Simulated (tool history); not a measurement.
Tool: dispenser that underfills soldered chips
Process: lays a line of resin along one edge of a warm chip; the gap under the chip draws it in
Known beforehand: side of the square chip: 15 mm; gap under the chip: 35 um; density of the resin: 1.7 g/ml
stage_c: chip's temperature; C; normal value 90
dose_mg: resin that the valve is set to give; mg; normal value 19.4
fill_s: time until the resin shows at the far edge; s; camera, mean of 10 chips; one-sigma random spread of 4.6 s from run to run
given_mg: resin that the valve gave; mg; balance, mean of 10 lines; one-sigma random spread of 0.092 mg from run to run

run	hour	stage_c	dose_mg	fill_s	given_mg
1	0	90	19.4	752.1	18.64
# hour 1.7: new syringe of resin
2	6.6	90	19.4	574.5	18.53
3	12.2	90	19.4	737.5	18.53
# hour 13.9: new syringe of resin
4	15.8	82	19.4	674.5	18.49
5	18.4	82	19.4	768.5	18.45
6	22.5	82	19.4	941.1	18.5
# hour 26.3: new syringe of resin
7	27.8	89	19.4	518.5	18.27
8	33	89	19.4	631.1	18.14
# hour 38.5: new syringe of resin
9	39	90	19.4	475.2	18.04
10	44.9	90	19.4	623.8	18.19
11	49.1	90	19.4	751.3	18.01
# hour 50.9: new syringe of resin
12	55.6	94	18.4	497	17.07
13	61.7	97	24.2	569.6	22.54
# hour 63.2: new syringe of resin
14	67.8	103	17.2	361.4	15.85
15	72.8	100	16.7	521.4	15.36
# hour 75.7: new syringe of resin
16	75.7	100	16.7	333.7	15.33
17	78.6	92	18.2	501.5	16.92
18	81.2	99	19.4	433.7	17.75

Expected results for the next run?
19	85	88	22.4	?	?

fill_s: 741.4 s
given_mg: 20.59 mg
On a tool with no hidden condition, and with the same random variation, this run would have come out at fill_s 482.2 s, given_mg 22.46 mg.
